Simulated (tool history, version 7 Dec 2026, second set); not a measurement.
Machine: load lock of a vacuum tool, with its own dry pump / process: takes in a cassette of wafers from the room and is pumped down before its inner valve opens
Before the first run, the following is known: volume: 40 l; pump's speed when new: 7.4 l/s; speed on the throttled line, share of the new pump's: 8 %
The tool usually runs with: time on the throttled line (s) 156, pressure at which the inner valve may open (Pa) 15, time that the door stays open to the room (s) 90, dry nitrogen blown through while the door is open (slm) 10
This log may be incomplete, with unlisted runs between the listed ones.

| run | day | time on the throttled line (s) | pressure at which the inner valve may open (Pa) | time that the door stays open to the room (s) | dry nitrogen blown through while the door is open (slm) | incoming humidity of the room's air, % | time from the closed door until the inner valve may open (s) | rise of the pressure with all valves shut (Pa/min) |
|---|---|---|---|---|---|---|---|---|
| 1 | 0 | 156 | 15 | 90 | 10 | 42.6 | 193.2 | 0.116 |
| 2 | 8.704 | 156 | 15 | 32 | 10 | 43.5 | 193.8 | 0.112 |
| 3 | 12.954 | 156 | 15 | 32 | 10 | 42 | 193.5 | 0.115 |
| 4 | 19.808 | 121 | 15 | 32 | 10 | 44.4 | 161.1 | 0.111 |
| 5 | 26.829 | 121 | 15 | 32 | 10 | 45 | 162.8 | 0.119 |
| 6 | 32.15 | 121 | 15 | 122 | 10 | 43.2 | 161.3 | 0.14 |
| 7 | 38.833 | 121 | 15 | 122 | 10 | 50.6 | 161.4 | 0.141 |
| 8 | 42.529 | 121 | 15 | 122 | 10 | 47.4 | 162.3 | 0.146 |
| 9 | 47.529 | 156 | 15 | 90 | 10 | 47.7 | 194.4 | 0.138 |
| 10 | 51.529 | 156 | 15 | 90 | 10 | 46.2 | 194 | 0.146 |
| 11 | 58.196 | 156 | 10 | 66 | 10 | 47.5 | 197.5 | 0.15 |
| 12 | 64.758 | 156 | 10 | 66 | 10 | 45.1 | 196.4 | 0.15 |
| 13 | 71.083 | 83 | 11 | 84 | 6 | 43.8 | 129.9 | 0.168 |
| 14 | 75.992 | 302 | 19 | 90 | 10 | 46.5 | 326.6 | 0.156 |
| 15 | 84.85 | 156 | 15 | 90 | 4 | 42.5 | 193.5 | 0.184 |
| 16 | 92.379 | 156 | 15 | 102 | 26 | 43.7 | 195.1 | 0.151 |
| 17 | 97.2 | 91 | 16 | 129 | 4 | 45.2 | 135.1 | 0.194 |

3 options for the next run, each taken on its own from the tool as it stands now. Forecast them:
| A | 102.438 | 95 | 15 | 103 | 17 | 44.7 | ? | ? |
| B | 102.438 | 240 | 15 | 181 | 10 | 40.8 | ? | ? |
| C | 102.438 | 156 | 15 | 31 | 10 | 47.1 | ? | ? |

| run | time from the closed door until the inner valve may open (s) | rise of the pressure with all valves shut (Pa/min) |
|---|---|---|
| A | 138.9 | 0.162 |
| B | 271.8 | 0.186 |
| C | 195.2 | 0.161 |
Without the tool's hidden state the same runs would have given:
| run | time from the closed door until the inner valve may open (s) | rise of the pressure with all valves shut (Pa/min) |
|---|---|---|
| A | 135 | 0.029 |
| B | 269 | 0.051 |
| C | 191.7 | 0.026 |
